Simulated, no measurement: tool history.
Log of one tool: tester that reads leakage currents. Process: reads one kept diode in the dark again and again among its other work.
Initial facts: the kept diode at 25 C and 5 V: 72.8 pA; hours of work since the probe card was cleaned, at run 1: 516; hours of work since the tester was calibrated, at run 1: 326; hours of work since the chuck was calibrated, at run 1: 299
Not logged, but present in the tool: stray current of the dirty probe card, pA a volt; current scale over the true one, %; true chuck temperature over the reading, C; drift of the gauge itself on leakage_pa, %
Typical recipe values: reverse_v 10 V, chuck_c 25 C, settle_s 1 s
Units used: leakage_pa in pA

run,day,reverse_v,chuck_c,settle_s,hours of work since the probe card was cleaned,hours of work since the tester was calibrated,hours of work since the chuck was calibrated,leakage_pa
1,0,10,25,1,516,326,299,102.02
2,1.129,10,25,1,528,338,311,102.64
3,2.412,10,56,1,542,352,325,751.88
4,3.358,10,25,1,552,362,335,102.2
5,4.271,10,25,1,562,372,345,103.19
6,5.183,10,25,1,572,382,354,103
7,6.488,10,25,1,586,396,368,103.58
8,7.321,10,25,1,595,404,377,103.33
9,8.821,10,25,1,611,421,393,103.37
10,10.133,10,25,1,625,435,408,104.24
11,11.279,10,25,1,637,447,420,104.08
12,12.133,10,25,1,646,456,429,104.5
13,13.642,11.8,25,1,662,472,445,110.96
14,15.396,10,47,1,681,491,464,438.75
15,16.488,10,47,1,693,503,476,438.06
# day 16.654: chuck's temperature calibrated
16,17.775,10,47,1,706,516,12,440.21
17,19.083,10,47,1,720,530,26,440.97
18,20.942,11,47,1,740,550,46,458.89
19,22.383,11,47,1,756,565,62,459.18
# day 23.296: chuck's temperature calibrated, once more
20,24.017,10.1,53,1.97,772,582,8,623.45
21,25.875,10.1,36,6.26,792,602,28,212.49
22,27.325,10.1,36,6.26,808,618,43,212.01
23,28.321,2.6,25,6.27,818,628,54,59.52
24,29.538,12.7,30,6.71,832,641,67,157.13
25,30.879,6.9,30,2.58,846,656,81,123.79
26,31.9,1.8,27,0.61,857,667,92,60.61
27,33.275,6.4,25,1,872,682,107,86.76
28,34.058,1.2,42,0.69,880,690,116,143.5
29,35.892,1.2,42,0.69,900,710,135,143.65
30,36.717,10,22,0.56,909,719,144,87.82
31,37.562,10,22,0.56,918,728,153,88.81
32,38.796,1.9,25,1,931,741,167,53.59
33,39.896,2.6,31,1,943,753,178,92.15
34,41.762,7.1,29,6.62,963,773,198,117.87
35,42.804,10,23,1.09,974,784,210,91.91
36,43.771,10,23,1.09,984,794,220,93.03
37,45.054,3.3,25,1,998,808,234,67.24

Predict each of these 4 candidate next runs independently; none follows another, all start after run 37:
A,46.408,4.6,24,1,1013,823,248,?
B,46.408,2.5,25,4.32,1013,823,248,?
C,46.408,10.4,23,1,1013,823,248,?
D,46.408,10,51,1.77,1013,823,248,?

run,leakage_pa
A,71.55
B,59.48
C,94.46
D,557.03
Had the tool no hidden state, the same runs would have come out as:
run,leakage_pa
A,66.91
B,56.69
C,84.87
D,542.59
